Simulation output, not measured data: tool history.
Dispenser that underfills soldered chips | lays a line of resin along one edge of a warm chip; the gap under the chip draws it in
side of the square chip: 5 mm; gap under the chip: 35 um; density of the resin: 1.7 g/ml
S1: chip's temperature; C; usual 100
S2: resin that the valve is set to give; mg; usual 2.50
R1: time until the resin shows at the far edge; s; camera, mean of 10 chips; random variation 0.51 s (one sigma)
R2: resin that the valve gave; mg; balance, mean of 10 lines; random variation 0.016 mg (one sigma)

run,hour,S1,S2,R1,R2
1,0.0,100,2.50,59.4,2.49
2,3.1,100,2.23,71.2,2.23
# hour 6.1: new syringe of resin
3,6.1,93,2.23,49.1,2.21
4,10.7,93,2.23,65.8,2.22
5,14.5,93,2.23,82.8,2.20
# hour 18.4: new syringe of resin
6,19.2,90,2.23,56.3,2.20
7,23.9,87,2.50,81.6,2.46
8,28.7,103,2.50,69.4,2.49
# hour 30.9: new syringe of resin
9,32.9,97,2.50,50.5,2.45
10,36.4,97,2.50,61.7,2.47
11,38.9,97,2.50,70.9,2.46
12,41.4,97,2.50,81.1,2.43
# hour 43.2: new syringe of resin
13,44.7,97,2.50,48.7,2.44
14,47.3,100,2.50,52.9,2.45
15,50.6,100,2.50,63.4,2.42
16,52.7,87,2.50,102.8,2.44
# hour 55.5: new syringe of resin
17,56.7,98,2.50,47.4,2.45
18,60.9,101,2.46,55.8,2.38
19,63.0,101,2.46,63.1,2.39
# hour 67.9: new syringe of resin
20,68.3,102,3.19,38.7,3.07
21,71.8,102,3.19,47.7,3.11
22,75.5,102,3.19,59.0,3.06
# hour 80.0: new syringe of resin
23,80.0,86,2.83,59.0,2.71
24,84.5,96,2.43,57.6,2.33
25,86.7,113,2.60,43.0,2.50
# hour 92.2: new syringe of resin
26,92.2,101,2.32,40.1,2.23
27,96.1,111,2.57,39.2,2.44
28,99.6,94,3.19,72.3,3.05

The next listed run, before its measurement:
29,102.0,94,3.19,?,?

R1: 81.7 s
R2: 3.03 mg
Without the tool's hidden state the same run would have given R1 47.0 s, R2 3.18 mg.
